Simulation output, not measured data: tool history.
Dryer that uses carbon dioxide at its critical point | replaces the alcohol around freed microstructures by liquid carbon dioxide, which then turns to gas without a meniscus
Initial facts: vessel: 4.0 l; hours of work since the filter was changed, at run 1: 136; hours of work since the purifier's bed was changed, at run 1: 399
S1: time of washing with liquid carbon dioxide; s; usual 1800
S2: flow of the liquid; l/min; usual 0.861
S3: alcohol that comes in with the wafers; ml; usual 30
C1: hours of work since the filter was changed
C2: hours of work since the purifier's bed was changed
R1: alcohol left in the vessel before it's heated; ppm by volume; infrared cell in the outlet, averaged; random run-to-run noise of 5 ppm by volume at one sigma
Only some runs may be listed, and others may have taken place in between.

run 1 hour=0.0 | S1=1800 S2=0.861 S3=30 | C1=136 C2=399 | R1=58
run 2 hour=14.9 | S1=1800 S2=0.861 S3=30 | C1=144 C2=407 | R1=48
run 3 hour=36.7 | S1=1800 S2=0.861 S3=30 | C1=156 C2=419 | R1=56
run 4 hour=48.4 | S1=1800 S2=0.861 S3=30 | C1=163 C2=426 | R1=61
run 5 hour=68.2 | S1=1800 S2=0.861 S3=30 | C1=174 C2=437 | R1=50
run 6 hour=86.3 | S1=1800 S2=0.861 S3=30 | C1=184 C2=447 | R1=62
run 7 hour=104.1 | S1=1800 S2=0.861 S3=30 | C1=194 C2=458 | R1=59
run 8 hour=116.3 | S1=1800 S2=0.861 S3=30 | C1=201 C2=464 | R1=68
run 9 hour=138.2 | S1=1800 S2=0.861 S3=30 | C1=214 C2=477 | R1=72
run 10 hour=149.4 | S1=1800 S2=0.861 S3=30 | C1=220 C2=483 | R1=65
run 11 hour=173.3 | S1=1620 S2=0.861 S3=30 | C1=234 C2=497 | R1=77
run 12 hour=198.0 | S1=1800 S2=0.861 S3=30 | C1=247 C2=511 | R1=71
run 13 hour=214.8 | S1=1800 S2=0.861 S3=30 | C1=257 C2=520 | R1=73
run 14 hour=234.6 | S1=1800 S2=0.861 S3=30 | C1=268 C2=531 | R1=78
run 15 hour=253.8 | S1=1800 S2=0.861 S3=30 | C1=279 C2=542 | R1=85
run 16 hour=264.6 | S1=1800 S2=0.861 S3=30 | C1=285 C2=548 | R1=61
run 17 hour=279.2 | S1=1800 S2=0.861 S3=25 | C1=293 C2=556 | R1=63
run 18 hour=295.3 | S1=1800 S2=0.861 S3=30 | C1=303 C2=566 | R1=71
run 19 hour=309.4 | S1=1800 S2=1.115 S3=30 | C1=310 C2=574 | R1=59
run 20 hour=319.6 | S1=1800 S2=1.115 S3=30 | C1=316 C2=579 | R1=69
run 21 hour=337.5 | S1=1380 S2=1.115 S3=30 | C1=326 C2=589 | R1=69
run 22 hour=355.6 | S1=1380 S2=1.115 S3=30 | C1=337 C2=600 | R1=74
run 23 hour=375.2 | S1=1380 S2=1.115 S3=30 | C1=348 C2=611 | R1=82
run 24 hour=396.2 | S1=1500 S2=0.705 S3=81 | C1=360 C2=623 | R1=358
run 25 hour=417.9 | S1=1500 S2=0.705 S3=81 | C1=372 C2=635 | R1=372

Estimate the outcome of run 26 from the log above:
run 26 hour=439.8 | S1=1500 S2=0.705 S3=81 | C1=384 C2=647 | R1=?

For run 26 the tool returned R1 383 ppm by volume.
With the hidden condition absent and the run-to-run variation left alone, this run would have shown R1 264 ppm by volume.
